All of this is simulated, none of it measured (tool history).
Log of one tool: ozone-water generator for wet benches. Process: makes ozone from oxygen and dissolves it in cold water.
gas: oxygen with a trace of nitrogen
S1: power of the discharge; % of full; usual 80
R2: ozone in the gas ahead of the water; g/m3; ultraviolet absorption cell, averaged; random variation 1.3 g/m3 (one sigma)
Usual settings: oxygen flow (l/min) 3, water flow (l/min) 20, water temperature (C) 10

Run 1, hour 0: usual settings. Result: dissolved ozone (ppm) 20.3, R2 238.4 g/m3.
Run 2, hour 99.5: usual settings but oxygen flow (l/min) 3.17. Result: dissolved ozone (ppm) 21, R2 231.3 g/m3.
Run 3, hour 204.1: usual settings but oxygen flow (l/min) 3.17. Result: dissolved ozone (ppm) 20.6, R2 230.8 g/m3.
Run 4, hour 255.5: usual settings but oxygen flow (l/min) 1.55. Result: dissolved ozone (ppm) 15.6, R2 305.2 g/m3.
Run 5, hour 332.5: usual settings but S1 47 % of full. Result: dissolved ozone (ppm) 13.6, R2 159.5 g/m3.
Run 6, hour 411.3: usual settings. Result: dissolved ozone (ppm) 20.6, R2 234.3 g/m3.
Run 7, hour 481.5: usual settings. Result: dissolved ozone (ppm) 20.6, R2 234.7 g/m3.
Run 8, hour 528.8: usual settings but S1 51 % of full. Result: dissolved ozone (ppm) 14.5, R2 169.5 g/m3.
Run 9, hour 614: usual settings but S1 89 % of full. Result: dissolved ozone (ppm) 21.6, R2 252.9 g/m3.
Run 10, hour 709.1: usual settings but water temperature (C) 12. Result: dissolved ozone (ppm) 19.8, R2 234.3 g/m3.
At hour 783.2: contactor cleaned.
Run 11, hour 815.1: usual settings. Result: dissolved ozone (ppm) 20.7, R2 235.6 g/m3.
Run 12, hour 917.4: usual settings. Result: dissolved ozone (ppm) 20.7, R2 233.4 g/m3.
Run 13, hour 979.4: usual settings but oxygen flow (l/min) 2.77. Result: dissolved ozone (ppm) 20.4, R2 242.1 g/m3.
Run 14, hour 1040.1: usual settings but oxygen flow (l/min) 2.77. Result: dissolved ozone (ppm) 20.4, R2 241.8 g/m3.
Run 15, hour 1132.5: usual settings. Result: dissolved ozone (ppm) 20.8, R2 234.5 g/m3.
Run 16, hour 1234.1: usual settings. Result: dissolved ozone (ppm) 20.7, R2 233.4 g/m3.
At hour 1318.9: water thermometer calibrated.
Run 17, hour 1340.2: usual settings. Result: dissolved ozone (ppm) 20.9, R2 232 g/m3.
Run 18, hour 1405.7: usual settings but S1 79 % of full, oxygen flow (l/min) 4.92. Result: dissolved ozone (ppm) 23.6, R2 190.6 g/m3.
Run 19, hour 1460.2: usual settings but S1 79 % of full, oxygen flow (l/min) 1.7. Result: dissolved ozone (ppm) 16.4, R2 288.8 g/m3.
Run 20, hour 1536.1: usual settings but S1 51 % of full, oxygen flow (l/min) 3.76, water flow (l/min) 16, water temperature (C) 9. Result: dissolved ozone (ppm) 19.5, R2 154 g/m3.
Run 21, hour 1616.3: usual settings but S1 51 % of full, oxygen flow (l/min) 3.76, water flow (l/min) 24, water temperature (C) 9. Result: dissolved ozone (ppm) 13.8, R2 152.8 g/m3.
Run 22, hour 1663: usual settings but S1 51 % of full, oxygen flow (l/min) 3.76, water flow (l/min) 24, water temperature (C) 9. Result: dissolved ozone (ppm) 13.7, R2 153.2 g/m3.
Run 23, hour 1737.8: usual settings but water flow (l/min) 26, water temperature (C) 17. Result: dissolved ozone (ppm) 15.1, R2 232 g/m3.
Run 24, hour 1793: usual settings but S1 61 % of full, oxygen flow (l/min) 5.37, water flow (l/min) 31, water temperature (C) 15. Result: dissolved ozone (ppm) 13.4, R2 152.3 g/m3.
Run 25, hour 1881.2: usual settings but oxygen flow (l/min) 4.17, water flow (l/min) 24. Result: dissolved ozone (ppm) 19.8, R2 205 g/m3.
Run 26, hour 1945.2: usual settings but S1 49 % of full, water flow (l/min) 14. Result: dissolved ozone (ppm) 19.4, R2 160.8 g/m3.
Run 27, hour 2021.3: usual settings but S1 49 % of full, water flow (l/min) 14. Result: dissolved ozone (ppm) 19.2, R2 160 g/m3.
Run 28, hour 2108.7: usual settings but S1 49 % of full, water flow (l/min) 14. Result: dissolved ozone (ppm) 19.3, R2 161.4 g/m3.
Run 29, hour 2186.2: usual settings but S1 45 % of full, oxygen flow (l/min) 2.22, water flow (l/min) 14. Result: dissolved ozone (ppm) 16.6, R2 171.8 g/m3.
Run 30, hour 2259.5: usual settings but water temperature (C) 7. Result: dissolved ozone (ppm) 21, R2 232.6 g/m3.
Run 31, hour 2327.2: usual settings but water temperature (C) 7. Result: dissolved ozone (ppm) 20.8, R2 234.7 g/m3.
Run 32, hour 2430.7: usual settings but S1 91 % of full, oxygen flow (l/min) 2.26, water flow (l/min) 28. Result: dissolved ozone (ppm) 14.8, R2 283.1 g/m3.
Run 33, hour 2504.9: usual settings but S1 70 % of full, oxygen flow (l/min) 2.26, water flow (l/min) 17. Result: dissolved ozone (ppm) 19.1, R2 234.7 g/m3.

Forecast each of these 4 alternatives for the next run:
Run A, hour 2570.6: usual settings but water flow (l/min) 30. Result: dissolved ozone (ppm) ?, R2 ?.
Run B, hour 2570.6: usual settings but S1 70 % of full, oxygen flow (l/min) 1.52, water flow (l/min) 12. Result: dissolved ozone (ppm) ?, R2 ?.
Run C, hour 2570.6: usual settings but S1 56 % of full, water flow (l/min) 16, water temperature (C) 6. Result: dissolved ozone (ppm) ?, R2 ?.
Run D, hour 2570.6: usual settings but water flow (l/min) 29. Result: dissolved ozone (ppm) ?, R2 ?.

run  dissolved ozone (ppm)     R2
  A                   14.1  229.7
  B                   22.9  273.4
  C                   19.7  178.3
  D                   14.5  231.3
Without the tool's hidden state the same runs would have given:
run  dissolved ozone (ppm)     R2
  A                   14.6    238
  B                   23.7  282.4
  C                   20.3  183.2
  D                   15.1  239.6
